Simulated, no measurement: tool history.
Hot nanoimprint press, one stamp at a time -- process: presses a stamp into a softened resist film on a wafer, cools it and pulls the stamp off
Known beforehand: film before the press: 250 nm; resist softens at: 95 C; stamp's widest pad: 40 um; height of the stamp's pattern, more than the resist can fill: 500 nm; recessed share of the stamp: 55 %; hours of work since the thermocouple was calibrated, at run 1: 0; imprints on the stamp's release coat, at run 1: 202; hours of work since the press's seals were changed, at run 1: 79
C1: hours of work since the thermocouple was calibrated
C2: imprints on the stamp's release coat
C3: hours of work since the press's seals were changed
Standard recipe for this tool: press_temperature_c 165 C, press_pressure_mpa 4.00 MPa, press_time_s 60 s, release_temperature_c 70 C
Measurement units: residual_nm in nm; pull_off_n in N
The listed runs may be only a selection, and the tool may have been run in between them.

{"run": 1, "hour": 0.0, "press_temperature_c": 165, "press_pressure_mpa": 4.0, "press_time_s": 60, "release_temperature_c": 70, "C1": 0, "C2": 202, "C3": 79, "residual_nm": 130.6, "pull_off_n": 137.4}
{"run": 2, "hour": 78.8, "press_temperature_c": 173, "press_pressure_mpa": 4.0, "press_time_s": 60, "release_temperature_c": 70, "C1": 52, "C2": 452, "C3": 131, "residual_nm": 94.8, "pull_off_n": 139.0}
{"run": 3, "hour": 157.6, "press_temperature_c": 173, "press_pressure_mpa": 4.0, "press_time_s": 60, "release_temperature_c": 70, "C1": 104, "C2": 703, "C3": 182, "residual_nm": 94.4, "pull_off_n": 137.7}
{"run": 4, "hour": 248.5, "press_temperature_c": 173, "press_pressure_mpa": 4.0, "press_time_s": 60, "release_temperature_c": 70, "C1": 163, "C2": 992, "C3": 242, "residual_nm": 94.7, "pull_off_n": 139.1}
{"hour": 271.7, "done": "stamp cleaned and given a new release coat"}
{"run": 5, "hour": 308.5, "press_temperature_c": 173, "press_pressure_mpa": 4.0, "press_time_s": 60, "release_temperature_c": 70, "C1": 199, "C2": 117, "C3": 278, "residual_nm": 94.6, "pull_off_n": 137.2}
{"run": 6, "hour": 401.9, "press_temperature_c": 173, "press_pressure_mpa": 4.0, "press_time_s": 60, "release_temperature_c": 70, "C1": 260, "C2": 414, "C3": 339, "residual_nm": 94.9, "pull_off_n": 135.5}
{"hour": 432.8, "done": "plate thermocouple calibrated"}
{"run": 7, "hour": 472.9, "press_temperature_c": 173, "press_pressure_mpa": 4.0, "press_time_s": 60, "release_temperature_c": 70, "C1": 26, "C2": 630, "C3": 384, "residual_nm": 94.4, "pull_off_n": 137.6}
{"run": 8, "hour": 526.6, "press_temperature_c": 165, "press_pressure_mpa": 4.0, "press_time_s": 44, "release_temperature_c": 70, "C1": 62, "C2": 801, "C3": 419, "residual_nm": 146.4, "pull_off_n": 136.1}
{"hour": 610.3, "done": "stamp cleaned and given a new release coat"}
{"run": 9, "hour": 610.3, "press_temperature_c": 165, "press_pressure_mpa": 4.0, "press_time_s": 44, "release_temperature_c": 70, "C1": 113, "C2": 0, "C3": 470, "residual_nm": 146.0, "pull_off_n": 135.2}
{"run": 10, "hour": 671.3, "press_temperature_c": 165, "press_pressure_mpa": 4.0, "press_time_s": 44, "release_temperature_c": 70, "C1": 153, "C2": 194, "C3": 510, "residual_nm": 148.2, "pull_off_n": 137.5}
{"run": 11, "hour": 727.3, "press_temperature_c": 165, "press_pressure_mpa": 4.0, "press_time_s": 44, "release_temperature_c": 70, "C1": 190, "C2": 372, "C3": 547, "residual_nm": 147.6, "pull_off_n": 136.4}
{"run": 12, "hour": 769.0, "press_temperature_c": 165, "press_pressure_mpa": 4.0, "press_time_s": 44, "release_temperature_c": 70, "C1": 217, "C2": 504, "C3": 574, "residual_nm": 146.7, "pull_off_n": 136.5}
{"hour": 865.4, "done": "plate thermocouple calibrated"}
{"run": 13, "hour": 865.4, "press_temperature_c": 165, "press_pressure_mpa": 5.5, "press_time_s": 60, "release_temperature_c": 70, "C1": 0, "C2": 802, "C3": 636, "residual_nm": 116.1, "pull_off_n": 135.8}
{"hour": 949.7, "done": "stamp cleaned and given a new release coat"}
{"run": 14, "hour": 963.4, "press_temperature_c": 165, "press_pressure_mpa": 5.5, "press_time_s": 60, "release_temperature_c": 70, "C1": 60, "C2": 44, "C3": 696, "residual_nm": 116.6, "pull_off_n": 137.4}
{"run": 15, "hour": 1015.0, "press_temperature_c": 165, "press_pressure_mpa": 2.97, "press_time_s": 60, "release_temperature_c": 70, "C1": 94, "C2": 208, "C3": 730, "residual_nm": 148.2, "pull_off_n": 136.4}
{"run": 16, "hour": 1077.0, "press_temperature_c": 165, "press_pressure_mpa": 2.97, "press_time_s": 60, "release_temperature_c": 61, "C1": 135, "C2": 405, "C3": 771, "residual_nm": 148.9, "pull_off_n": 148.4}
{"run": 17, "hour": 1140.3, "press_temperature_c": 165, "press_pressure_mpa": 2.97, "press_time_s": 60, "release_temperature_c": 61, "C1": 177, "C2": 606, "C3": 812, "residual_nm": 148.4, "pull_off_n": 148.8}
{"run": 18, "hour": 1201.7, "press_temperature_c": 165, "press_pressure_mpa": 4.0, "press_time_s": 107, "release_temperature_c": 70, "C1": 217, "C2": 801, "C3": 853, "residual_nm": 106.9, "pull_off_n": 136.2}
{"hour": 1232.8, "done": "press's hydraulic seals changed and the load cell set to zero"}
{"run": 19, "hour": 1258.2, "press_temperature_c": 165, "press_pressure_mpa": 4.0, "press_time_s": 107, "release_temperature_c": 70, "C1": 249, "C2": 956, "C3": 17, "residual_nm": 107.1, "pull_off_n": 137.4}
{"hour": 1299.3, "done": "stamp cleaned and given a new release coat"}
{"hour": 1317.5, "done": "plate thermocouple calibrated"}
{"run": 20, "hour": 1346.7, "press_temperature_c": 165, "press_pressure_mpa": 4.58, "press_time_s": 60, "release_temperature_c": 70, "C1": 19, "C2": 141, "C3": 69, "residual_nm": 126.3, "pull_off_n": 136.8}
{"run": 21, "hour": 1435.0, "press_temperature_c": 165, "press_pressure_mpa": 4.58, "press_time_s": 60, "release_temperature_c": 70, "C1": 77, "C2": 422, "C3": 127, "residual_nm": 126.7, "pull_off_n": 137.6}
{"run": 22, "hour": 1496.3, "press_temperature_c": 165, "press_pressure_mpa": 4.34, "press_time_s": 74, "release_temperature_c": 70, "C1": 118, "C2": 617, "C3": 167, "residual_nm": 120.4, "pull_off_n": 136.7}
{"run": 23, "hour": 1595.4, "press_temperature_c": 165, "press_pressure_mpa": 3.04, "press_time_s": 49, "release_temperature_c": 70, "C1": 183, "C2": 932, "C3": 232, "residual_nm": 157.7, "pull_off_n": 137.6}
{"hour": 1638.9, "done": "stamp cleaned and given a new release coat"}
{"run": 24, "hour": 1689.3, "press_temperature_c": 165, "press_pressure_mpa": 3.04, "press_time_s": 49, "release_temperature_c": 70, "C1": 240, "C2": 160, "C3": 290, "residual_nm": 159.0, "pull_off_n": 137.0}
{"hour": 1754.4, "done": "plate thermocouple calibrated"}
{"run": 25, "hour": 1757.5, "press_temperature_c": 163, "press_pressure_mpa": 4.0, "press_time_s": 47, "release_temperature_c": 70, "C1": 2, "C2": 368, "C3": 333, "residual_nm": 156.7, "pull_off_n": 136.9}
{"hour": 1845.9, "done": "gauge calibrated"}
{"run": 26, "hour": 1856.4, "press_temperature_c": 165, "press_pressure_mpa": 4.0, "press_time_s": 35, "release_temperature_c": 70, "C1": 67, "C2": 682, "C3": 398, "residual_nm": 157.5, "pull_off_n": 136.8}
{"run": 27, "hour": 1936.3, "press_temperature_c": 177, "press_pressure_mpa": 4.44, "press_time_s": 51, "release_temperature_c": 71, "C1": 120, "C2": 936, "C3": 451, "residual_nm": 81.5, "pull_off_n": 136.5}
{"hour": 1979.1, "done": "stamp cleaned and given a new release coat"}
{"run": 28, "hour": 2002.2, "press_temperature_c": 165, "press_pressure_mpa": 2.51, "press_time_s": 87, "release_temperature_c": 70, "C1": 159, "C2": 73, "C3": 490, "residual_nm": 139.2, "pull_off_n": 137.4}
{"run": 29, "hour": 2074.4, "press_temperature_c": 165, "press_pressure_mpa": 2.51, "press_time_s": 87, "release_temperature_c": 57, "C1": 206, "C2": 303, "C3": 537, "residual_nm": 139.1, "pull_off_n": 153.3}

Consider 3 possible next runs. They are alternatives, not a sequence: every one starts from the tool as it was left by run 29. What does each give?
{"run": "A", "hour": 2125.1, "press_temperature_c": 169, "press_pressure_mpa": 5.25, "press_time_s": 53, "release_temperature_c": 57, "C1": 240, "C2": 464, "C3": 571, "residual_nm": "?", "pull_off_n": "?"}
{"run": "B", "hour": 2125.1, "press_temperature_c": 165, "press_pressure_mpa": 2.51, "press_time_s": 54, "release_temperature_c": 77, "C1": 240, "C2": 464, "C3": 571, "residual_nm": "?", "pull_off_n": "?"}
{"run": "C", "hour": 2125.1, "press_temperature_c": 166, "press_pressure_mpa": 4.0, "press_time_s": 60, "release_temperature_c": 70, "C1": 240, "C2": 464, "C3": 571, "residual_nm": "?", "pull_off_n": "?"}

run=A residual_nm=103.7 pull_off_n=153.8
run=B residual_nm=161.7 pull_off_n=127.2
run=C residual_nm=126.6 pull_off_n=135.0
Had the tool no hidden state, the same runs would have come out as:
run=A residual_nm=103.4 pull_off_n=153.6
run=B residual_nm=161.2 pull_off_n=127.1
run=C residual_nm=126.2 pull_off_n=134.9

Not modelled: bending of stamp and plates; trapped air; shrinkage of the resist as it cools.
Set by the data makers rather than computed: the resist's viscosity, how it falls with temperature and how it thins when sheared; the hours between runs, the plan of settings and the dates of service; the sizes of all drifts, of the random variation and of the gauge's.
